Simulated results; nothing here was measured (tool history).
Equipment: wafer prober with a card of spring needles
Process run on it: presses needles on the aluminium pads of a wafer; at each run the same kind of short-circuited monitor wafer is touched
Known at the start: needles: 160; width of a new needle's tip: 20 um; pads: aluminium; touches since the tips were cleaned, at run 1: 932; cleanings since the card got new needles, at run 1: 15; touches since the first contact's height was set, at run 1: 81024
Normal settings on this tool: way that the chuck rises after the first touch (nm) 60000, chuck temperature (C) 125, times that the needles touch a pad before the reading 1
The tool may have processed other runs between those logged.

run     day  way that the chuck rises after the first touch (nm)  chuck temperature (C)  times that the needles touch a pad before the reading  touches since the tips were cleaned  cleanings since the card got new needles  touches since the first contact's height was set  resistance of one needle with its contact and lead (mohm)  way that a needle slides on the pad (nm)
  1       0                                                60000                    125                                                      1                                  932                                        15                                             81024                                                        260                                      7210
      0.842  -- tips cleaned on abrasive film
      1.829  -- tips cleaned on abrasive film
        2.8  -- tips cleaned on abrasive film
  2   3.496                                                60000                    125                                                      1                                 4009                                        18                                            101060                                                        290                                      7190
        3.7  -- tips cleaned on abrasive film
      4.638  -- tips cleaned on abrasive film
      5.617  -- tips cleaned on abrasive film
  3   5.671                                                60000                    125                                                      1                                  289                                        21                                            113480                                                        256                                      7150
      6.496  -- tips cleaned on abrasive film
      7.529  -- tips cleaned on abrasive film
      8.471  -- tips cleaned on abrasive film
  4   8.508                                                50000                    125                                                      1                                  227                                        24                                            129743                                                        259                                      5900
      9.438  -- tips cleaned on abrasive film
  5  10.175                                                60000                    125                                                      1                                 4242                                        25                                            139295                                                        291                                      7070
     10.388  -- tips cleaned on abrasive film
     11.329  -- tips cleaned on abrasive film
     12.304  -- tips cleaned on abrasive film
     13.167  -- tips cleaned on abrasive film
  6  13.167                                                60000                    125                                                      1                                    0                                        29                                            156405                                                        248                                      7120
     14.154  -- tips cleaned on abrasive film
  7  14.754                                                60000                    125                                                      2                                 3461                                        30                                            165522                                                        271                                      7030
     15.179  -- tips cleaned on abrasive film
     16.142  -- tips cleaned on abrasive film
  8  16.604                                                60000                    125                                                      1                                 2676                                        32                                            176113                                                        283                                      7060
     17.021  -- tips cleaned on abrasive film
     18.012  -- tips cleaned on abrasive film
  9  18.625                                                60000                    125                                                      1                                 3508                                        34                                            187665                                                        294                                      7000
     19.042  -- tips cleaned on abrasive film
     20.096  -- tips cleaned on abrasive film
     20.108  -- height of the first contact set anew
     21.021  -- tips cleaned on abrasive film
 10  21.608                                                60000                    125                                                      1                                 3374                                        37                                              8619                                                        289                                      7360
     22.033  -- tips cleaned on abrasive film
     23.021  -- tips cleaned on abrasive film
     23.971  -- tips cleaned on abrasive film
 11  23.971                                                60000                    125                                                      1                                    0                                        40                                             22119                                                        247                                      7380
       24.9  -- tips cleaned on abrasive film
     25.838  -- tips cleaned on abrasive film
 12  26.083                                                60000                    125                                                      1                                 1403                                        42                                             34226                                                        272                                      7370
     26.717  -- tips cleaned on abrasive film
     27.692  -- tips cleaned on abrasive film
 13  28.154                                                60000                    125                                                      1                                 2666                                        44                                             46091                                                        282                                      7330
     28.562  -- tips cleaned on abrasive film
     29.546  -- tips cleaned on abrasive film
     30.529  -- tips cleaned on abrasive film
 14   30.95                                                60000                    125                                                      1                                 2428                                        47                                             62094                                                        283                                      7280
     31.575  -- tips cleaned on abrasive film
       32.5  -- tips cleaned on abrasive film
 15  32.812                                                60000                    125                                                      1                                 1784                                        49                                             72749                                                        269                                      7230
       33.4  -- tips cleaned on abrasive film
     34.317  -- tips cleaned on abrasive film
     35.246  -- tips cleaned on abrasive film
     36.138  -- tips cleaned on abrasive film
 16  36.333                                                60000                    125                                                      1                                 1123                                        53                                             92904                                                        272                                      7220
     37.125  -- tips cleaned on abrasive film
 17  37.788                                                42000                     63                                                      1                                 3814                                        54                                            101249                                                        333                                      4970
     38.004  -- tips cleaned on abrasive film
     38.908  -- tips cleaned on abrasive film
 18  39.333                                                50000                     67                                                      2                                 2449                                        56                                            110094                                                        271                                      5890
     39.758  -- tips cleaned on abrasive film
     40.692  -- tips cleaned on abrasive film
     41.679  -- tips cleaned on abrasive film
 19  42.058                                                60000                    111                                                      1                                 2176                                        59                                            125688                                                        285                                      7120
     42.596  -- tips cleaned on abrasive film
     43.621  -- tips cleaned on abrasive film
 20  43.921                                                60000                     30                                                      2                                 1726                                        61                                            136357                                                        245                                      7130
     44.621  -- tips cleaned on abrasive film
     45.608  -- tips cleaned on abrasive film
 21  45.871                                                60000                     30                                                      2                                 1518                                        63                                            147512                                                        243                                      7000
     46.608  -- tips cleaned on abrasive film
     47.588  -- tips cleaned on abrasive film
 22    47.6                                                60000                     30                                                      2                                   59                                        65                                            157408                                                        227                                      7060
     48.479  -- tips cleaned on abrasive film
     49.479  -- tips cleaned on abrasive film
 23  49.767                                                71000                    125                                                      1                                 1640                                        67                                            169819                                                        267                                      8430
     50.392  -- tips cleaned on abrasive film
     51.433  -- tips cleaned on abrasive film
     52.279  -- tips cleaned on abrasive film
 24  52.775                                                49000                    125                                                      2                                 2864                                        70                                            187060                                                        287                                      5670
     53.196  -- tips cleaned on abrasive film
     54.142  -- tips cleaned on abrasive film
     54.362  -- height of the first contact set anew
     54.996  -- tips cleaned on abrasive film
 25  55.021                                                49000                    125                                                      2                                  139                                        73                                              3759                                                        252                                      6110
     55.992  -- tips cleaned on abrasive film
     56.992  -- tips cleaned on abrasive film
 26  57.279                                                43000                     50                                                      2                                 1656                                        75                                             16689                                                        274                                      5270
     58.029  -- tips cleaned on abrasive film
 27  58.862                                                58000                     31                                                      2                                 4778                                        76                                             25776                                                        262                                      7080
     59.046  -- tips cleaned on abrasive film
     60.075  -- tips cleaned on abrasive film
         61  -- tips cleaned on abrasive film
 28  61.008                                                43000                     33                                                      2                                   53                                        79                                             38049                                                        235                                      5220
     61.854  -- tips cleaned on abrasive film
     62.842  -- tips cleaned on abrasive film
 29  63.333                                                43000                     94                                                      2                                 2820                                        81                                             51359                                                        300                                      5150

Below are 3 alternative next runs, each starting from the tool's condition after run 29. Predict each:
       63.7  -- tips cleaned on abrasive film
     64.675  -- tips cleaned on abrasive film
  A  65.425                                                60000                     87                                                      1                                 4316                                        83                                             63342                                                          ?                                         ?
       63.7  -- tips cleaned on abrasive film
     64.675  -- tips cleaned on abrasive film
  B  65.425                                                60000                    125                                                      2                                 4316                                        83                                             63342                                                          ?                                         ?
       63.7  -- tips cleaned on abrasive film
     64.675  -- tips cleaned on abrasive film
  C  65.425                                                40000                     45                                                      2                                 4316                                        83                                             63342                                                          ?                                         ?

run  resistance of one needle with its contact and lead (mohm)  way that a needle slides on the pad (nm)
  A                                                        292                                      7280
  B                                                        279                                      7250
  C                                                        314                                      4760
With no hidden state in the tool, these same runs would have given:
run  resistance of one needle with its contact and lead (mohm)  way that a needle slides on the pad (nm)
  A                                                        234                                      7410
  B                                                        245                                      7380
  C                                                        232                                      4900
